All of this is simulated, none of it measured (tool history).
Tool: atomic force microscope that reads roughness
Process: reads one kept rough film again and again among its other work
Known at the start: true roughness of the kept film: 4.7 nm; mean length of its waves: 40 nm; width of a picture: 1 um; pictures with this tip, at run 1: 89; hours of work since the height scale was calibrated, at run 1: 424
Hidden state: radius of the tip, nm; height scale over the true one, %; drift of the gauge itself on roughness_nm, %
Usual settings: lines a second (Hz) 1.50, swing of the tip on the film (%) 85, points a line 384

run,day,lines a second (Hz),swing of the tip on the film (%),points a line,pictures with this tip,hours of work since the height scale was calibrated,roughness of the kept film (nm (root mean square))
1,0.000,1.50,85,384,89,424,3.650
2,0.654,1.50,85,384,111,435,3.570
3,1.175,2.00,85,384,128,444,3.371
4,1.950,2.00,85,384,154,457,3.305
5,2.583,2.00,85,384,174,468,3.214
# day 2.833: new tip fitted
6,2.971,1.50,72,384,4,474,4.151
7,3.483,1.50,85,384,21,483,3.861
8,4.171,1.50,85,384,44,494,3.755
9,4.771,1.50,85,384,64,505,3.722
10,5.275,1.50,85,384,80,513,3.615
# day 5.375: height scale calibrated on a step standard
11,5.908,1.50,85,384,100,9,3.573
12,6.412,1.50,85,384,117,18,3.519
# day 7.258: height scale calibrated on a step standard, once more
13,7.325,1.50,63,384,145,1,3.641
14,8.133,1.10,85,384,172,15,3.416
# day 8.446: new tip fitted
15,8.642,1.50,85,384,6,23,3.919
16,9.271,2.37,85,384,27,34,3.595
17,9.717,2.37,90,384,41,41,3.414
18,10.129,2.37,90,384,55,48,3.346
19,10.967,1.50,85,384,83,62,3.610
20,11.538,2.62,85,384,101,72,3.299
21,12.258,2.62,85,384,125,84,3.182
22,12.617,0.76,85,384,137,90,3.620
23,13.450,1.50,57,893,165,104,3.661
# day 13.988: new tip fitted
24,13.988,1.50,57,893,0,113,4.292
25,14.671,1.10,84,542,22,125,3.953
26,15.121,1.10,84,542,37,132,3.876
27,15.762,0.52,90,652,58,143,3.935
28,16.617,1.50,85,418,86,158,3.604
29,17.154,1.50,85,418,104,167,3.550
30,17.700,2.31,85,479,122,176,3.272
31,18.433,1.15,76,981,146,188,3.621
32,18.812,1.19,72,349,159,195,3.562
33,19.321,1.14,76,384,175,203,3.444
# day 19.604: new tip fitted
34,19.858,1.14,76,384,8,212,4.156
35,20.329,0.60,83,813,24,220,4.140
36,20.908,0.73,83,813,43,230,4.024
37,21.671,0.78,77,451,68,243,3.959
38,22.504,3.65,56,529,96,257,3.799
39,23.071,3.65,56,529,114,266,3.731

How the hidden state differs across the entries between the runs, from the last listed run before each to the first after it:
Between runs 5 and 6: new tip fitted (day 2.833)
  radius of the tip, nm: 21.9 -> 5.8; height scale over the true one, %: 0.64 -> 0.65
  measured less the result without the state, roughness of the kept film (nm (root mean square)): -0.572 -> -0.009
Between runs 10 and 11: height scale calibrated on a step standard (day 5.375)
  radius of the tip, nm: 13.6 -> 15.9; height scale over the true one, %: 0.7 -> 1.06
  measured less the result without the state, roughness of the kept film (nm (root mean square)): -0.314 -> -0.383
Between runs 12 and 13: height scale calibrated on a step standard, once more (day 7.258)
  radius of the tip, nm: 17.6 -> 20.3; height scale over the true one, %: 1.07 -> 0.03
  measured less the result without the state, roughness of the kept film (nm (root mean square)): -0.443 -> -0.611
Between runs 14 and 15: new tip fitted (day 8.446)
  radius of the tip, nm: 22.9 -> 5.7; height scale over the true one, %: 0.04 -> 0.05
  measured less the result without the state, roughness of the kept film (nm (root mean square)): -0.668 -> -0.027
Between runs 23 and 24: new tip fitted (day 13.988)
  radius of the tip, nm: 22.2 -> 5.5; height scale over the true one, %: 0.15 -> 0.16
  measured less the result without the state, roughness of the kept film (nm (root mean square)): -0.682 -> -0.015
Between runs 33 and 34: new tip fitted (day 19.604)
  radius of the tip, nm: 23.8 -> 6; height scale over the true one, %: 0.26 -> 0.27
  measured less the result without the state, roughness of the kept film (nm (root mean square)): -0.698 -> -0.033

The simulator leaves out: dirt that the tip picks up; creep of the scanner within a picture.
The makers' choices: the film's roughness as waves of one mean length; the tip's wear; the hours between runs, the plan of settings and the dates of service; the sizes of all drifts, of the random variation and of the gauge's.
